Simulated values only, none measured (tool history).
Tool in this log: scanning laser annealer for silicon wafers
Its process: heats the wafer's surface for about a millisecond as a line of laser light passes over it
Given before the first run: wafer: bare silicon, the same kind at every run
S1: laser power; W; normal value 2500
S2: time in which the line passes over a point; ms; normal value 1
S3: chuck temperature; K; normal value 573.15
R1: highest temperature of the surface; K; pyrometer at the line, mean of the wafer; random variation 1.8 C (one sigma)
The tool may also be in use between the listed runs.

| run | hour | S1 | S2 | S3 | R1 |
|---|---|---|---|---|---|
| 1 | 0 | 2500 | 1 | 573.15 | 1243.15 |
| 2 | 9.8 | 2500 | 1 | 573.15 | 1240.15 |
| 3 | 26.7 | 2500 | 1 | 573.15 | 1243.15 |
| 4 | 36.3 | 2500 | 1 | 573.15 | 1239.15 |
| 5 | 52.3 | 2500 | 1 | 573.15 | 1238.15 |
| 6 | 64 | 2500 | 1 | 570.15 | 1234.15 |
| 7 | 75.1 | 2500 | 1 | 570.15 | 1233.15 |
| 8 | 93.5 | 2500 | 1 | 536.15 | 1200.15 |
|  | 104.5 | optics aligned, line set to its width |
| 9 | 112.3 | 2500 | 1 | 536.15 | 1217.15 |
| 10 | 120.8 | 2500 | 1 | 536.15 | 1217.15 |
| 11 | 134 | 2500 | 1 | 536.15 | 1216.15 |
| 12 | 152.9 | 2500 | 1 | 536.15 | 1213.15 |
|  | 165 | window over the wafer cleaned |
| 13 | 172.6 | 2500 | 1 | 536.15 | 1271.15 |
| 14 | 184.7 | 2500 | 1 | 536.15 | 1264.15 |
| 15 | 201.4 | 2460 | 1.23 | 584.15 | 1371.15 |
| 16 | 217.4 | 2542 | 0.84 | 608.15 | 1291.15 |
| 17 | 234.3 | 2127 | 0.97 | 611.15 | 1193.15 |
| 18 | 246.5 | 2703 | 1 | 552.15 | 1352.15 |
| 19 | 263.3 | 2366 | 0.86 | 594.15 | 1225.15 |
| 20 | 282.6 | 2366 | 0.86 | 594.15 | 1220.15 |
| 21 | 293 | 2500 | 1.09 | 551.15 | 1301.15 |
| 22 | 302.5 | 2426 | 0.7 | 534.15 | 1121.15 |
| 23 | 319.4 | 2426 | 1.04 | 534.15 | 1240.15 |
| 24 | 328.6 | 2500 | 0.87 | 584.15 | 1253.15 |
| 25 | 344.1 | 2500 | 0.87 | 584.15 | 1257.15 |
| 26 | 364.1 | 2275 | 1 | 550.15 | 1186.15 |

Alternative continuations, all from the tool just after run 26; predict every row:
| A | 384.6 | 2326 | 1.03 | 579.15 | ? |
| B | 384.6 | 2254 | 1 | 601.15 | ? |
| C | 384.6 | 2500 | 1.08 | 573.15 | ? |

| run | R1 |
|---|---|
| A | 1237.15 |
| B | 1227.15 |
| C | 1312.15 |
The same runs, with their run-to-run variation unchanged, on a tool lacking any hidden condition would have given:
| run | R1 |
|---|---|
| A | 1253.15 |
| B | 1243.15 |
| C | 1331.15 |
